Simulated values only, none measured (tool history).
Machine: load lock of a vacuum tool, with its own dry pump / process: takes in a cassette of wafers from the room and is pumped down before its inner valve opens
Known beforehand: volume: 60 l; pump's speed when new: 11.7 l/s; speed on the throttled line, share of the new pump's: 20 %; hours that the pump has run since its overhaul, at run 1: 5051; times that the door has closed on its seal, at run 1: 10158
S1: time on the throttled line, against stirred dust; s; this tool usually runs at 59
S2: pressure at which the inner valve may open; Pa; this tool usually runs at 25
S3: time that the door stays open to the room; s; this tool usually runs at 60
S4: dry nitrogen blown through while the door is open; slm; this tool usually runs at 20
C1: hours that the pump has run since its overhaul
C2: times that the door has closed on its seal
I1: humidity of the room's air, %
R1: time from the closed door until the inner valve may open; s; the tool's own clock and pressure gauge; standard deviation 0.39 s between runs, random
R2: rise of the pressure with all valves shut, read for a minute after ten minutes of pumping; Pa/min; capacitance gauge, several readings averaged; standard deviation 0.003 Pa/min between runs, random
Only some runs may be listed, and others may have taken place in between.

run 1 hour=0.0 | S1=59 S2=25 S3=60 S4=20 | C1=5051 C2=10158 | I1=47.9 | R1=90.1 R2=0.177
run 2 hour=88.4 | S1=59 S2=25 S3=60 S4=20 | C1=5140 C2=10371 | I1=43.6 | R1=90.6 R2=0.178
run 3 hour=226.1 | S1=59 S2=25 S3=60 S4=20 | C1=5277 C2=10702 | I1=48.8 | R1=89.9 R2=0.181
run 4 hour=342.3 | S1=59 S2=25 S3=60 S4=20 | C1=5394 C2=10981 | I1=42.6 | R1=90.3 R2=0.188
run 5 hour=446.6 | S1=59 S2=25 S3=60 S4=20 | C1=5498 C2=11232 | I1=42.1 | R1=89.8 R2=0.201
run 6 hour=568.7 | S1=59 S2=25 S3=60 S4=20 | C1=5620 C2=11525 | I1=47.3 | R1=90.2 R2=0.203
run 7 hour=719.3 | S1=59 S2=25 S3=60 S4=20 | C1=5771 C2=11888 | I1=47.1 | R1=90.4 R2=0.213
run 8 hour=804.2 | S1=59 S2=25 S3=55 S4=20 | C1=5856 C2=12092 | I1=41.9 | R1=90.7 R2=0.216
run 9 hour=909.0 | S1=59 S2=25 S3=55 S4=20 | C1=5960 C2=12344 | I1=44.6 | R1=90.8 R2=0.222
run 10 hour=1006.1 | S1=59 S2=25 S3=55 S4=20 | C1=6057 C2=12577 | I1=44.2 | R1=90.5 R2=0.229
run 11 hour=1172.1 | S1=42 S2=25 S3=55 S4=20 | C1=6223 C2=12976 | I1=42.5 | R1=76.8 R2=0.238
run 12 hour=1252.8 | S1=63 S2=21 S3=142 S4=5 | C1=6304 C2=13170 | I1=45.8 | R1=93.7 R2=0.271
run 13 hour=1390.2 | S1=34 S2=45 S3=104 S4=22 | C1=6442 C2=13500 | I1=44.4 | R1=67.8 R2=0.262
run 14 hour=1560.0 | S1=59 S2=49 S3=49 S4=20 | C1=6611 C2=13909 | I1=47.3 | R1=86.5 R2=0.253
run 15 hour=1686.5 | S1=47 S2=28 S3=47 S4=17 | C1=6738 C2=14213 | I1=45.3 | R1=81.1 R2=0.267
run 16 hour=1756.7 | S1=47 S2=28 S3=47 S4=17 | C1=6808 C2=14382 | I1=46.1 | R1=80.6 R2=0.266
run 17 hour=1875.5 | S1=47 S2=28 S3=47 S4=17 | C1=6927 C2=14667 | I1=44.7 | R1=80.5 R2=0.280

Run 18, settings as shown, results not yet in. Your forecast:
run 18 hour=1951.0 | S1=47 S2=30 S3=56 S4=17 | C1=7002 C2=14849 | I1=46.4 | R1=? R2=?

R1: 80.4 s
R2: 0.284 Pa/min
Minus the tool's unlogged condition, the same run would have read R1 79.4 s, R2 0.015 Pa/min.

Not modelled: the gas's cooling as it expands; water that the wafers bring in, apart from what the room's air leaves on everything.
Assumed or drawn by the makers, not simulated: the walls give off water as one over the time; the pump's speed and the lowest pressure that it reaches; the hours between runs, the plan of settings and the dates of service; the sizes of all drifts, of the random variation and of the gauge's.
